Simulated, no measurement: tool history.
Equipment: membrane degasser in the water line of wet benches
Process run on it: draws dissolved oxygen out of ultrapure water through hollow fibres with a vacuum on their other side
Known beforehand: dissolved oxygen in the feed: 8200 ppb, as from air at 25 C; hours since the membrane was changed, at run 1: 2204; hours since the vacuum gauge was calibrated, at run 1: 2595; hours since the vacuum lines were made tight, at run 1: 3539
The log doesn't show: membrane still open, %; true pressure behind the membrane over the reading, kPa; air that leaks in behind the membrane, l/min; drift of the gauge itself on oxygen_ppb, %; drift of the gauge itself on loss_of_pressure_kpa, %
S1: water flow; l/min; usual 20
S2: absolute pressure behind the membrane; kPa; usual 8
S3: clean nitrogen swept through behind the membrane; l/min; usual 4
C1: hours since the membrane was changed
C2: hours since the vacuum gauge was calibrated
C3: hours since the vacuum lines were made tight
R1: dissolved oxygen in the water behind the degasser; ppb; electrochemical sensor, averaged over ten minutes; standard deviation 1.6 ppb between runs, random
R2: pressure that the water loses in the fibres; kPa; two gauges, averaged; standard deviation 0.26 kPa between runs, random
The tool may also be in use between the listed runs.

run	day	S1	S2	S3	C1	C2	C3	R1	R2
1	0	20	8	4	2204	2595	3539	169.6	70.63
2	3.025	20	5.04	4	2277	2667	3611	135.1	69.96
3	5.65	20	5.04	4	2340	2730	3674	135.1	69.67
4	7.729	20	5.04	4	2390	2780	3724	133.3	70.15
5	9.442	20	5.04	4	2431	2821	3765	134.6	69.9
6	11.704	20	5.04	4	2485	2876	3820	136.3	70.43
7	13.85	20	5.04	4	2536	2927	3871	136.1	70.45
8	16.808	20	5.04	4	2607	2998	3942	135.5	70.54
# day 17.175: seals of the vacuum lines changed
9	19.6	20	5.04	4	2672	3063	58	133.5	70.21
10	22.579	20	5.04	4	2744	3135	130	134	70.57
11	24.133	20	8	2.61	2781	3172	167	202.9	69.96
12	25.967	20	8	2.61	2825	3216	211	200.8	70.31
13	28.088	20	8	4	2876	3267	262	171	70.4
14	30.421	20	8	4	2932	3323	318	169.8	70.42
15	34.025	20	8	4	3019	3409	404	166.7	70.68
# day 34.233: vacuum gauge calibrated
16	35.8	20	8	4	3061	38	447	173.5	70.48
17	39.233	12	9.16	2.45	3143	120	529	91.3	42.24
18	41.988	31	17.6	1.68	3209	186	595	881.1	108.92
19	45.446	31	17.6	1.68	3292	269	678	864.1	109.65
20	48.875	30	16.54	1.68	3375	351	760	820.4	105.66
21	52.412	20	10.65	2.09	3459	436	845	280.2	70.6
22	55.908	13	12.42	1.68	3543	520	929	192.9	45.62
# day 56.533: vacuum gauge calibrated, once more
23	58.946	31	6.4	1.68	3616	58	1001	479.2	110
24	60.529	21	6.21	2.1	3654	96	1039	200.6	74.63
25	63.383	14	12.47	1.94	3722	164	1108	195.5	49.38
26	66.621	24	8	11.01	3800	242	1186	217.2	85.07
27	70.312	14	8	6.91	3889	331	1274	59.6	49.71
28	72.021	14	8	6.91	3930	372	1315	59.1	49.46
29	74.512	14	8	6.91	3989	432	1375	59.8	49.83
30	78.104	21	8	5.76	4076	518	1461	176.1	74.6
31	81.779	14	19.12	10.87	4164	606	1550	86.7	49.69

Consider 4 possible next runs. They are alternatives, not a sequence: every one starts from the tool as it was left by run 31. What does each give?
A	84.067	29	18.43	4	4219	661	1604	?	?
B	84.067	13	7.87	8.34	4219	661	1604	?	?
C	84.067	26	8	4	4219	661	1604	?	?
D	84.067	14	8.74	2.24	4219	661	1604	?	?

run	R1	R2
A	559.1	102.74
B	44.7	46.55
C	309.2	92.22
D	118.6	49.79
Take away the tool's hidden state, keep each run's random variation, and the runs would have read:
run	R1	R2
A	529.8	99.83
B	40.1	45.23
C	284.9	89.6
D	111.7	48.37
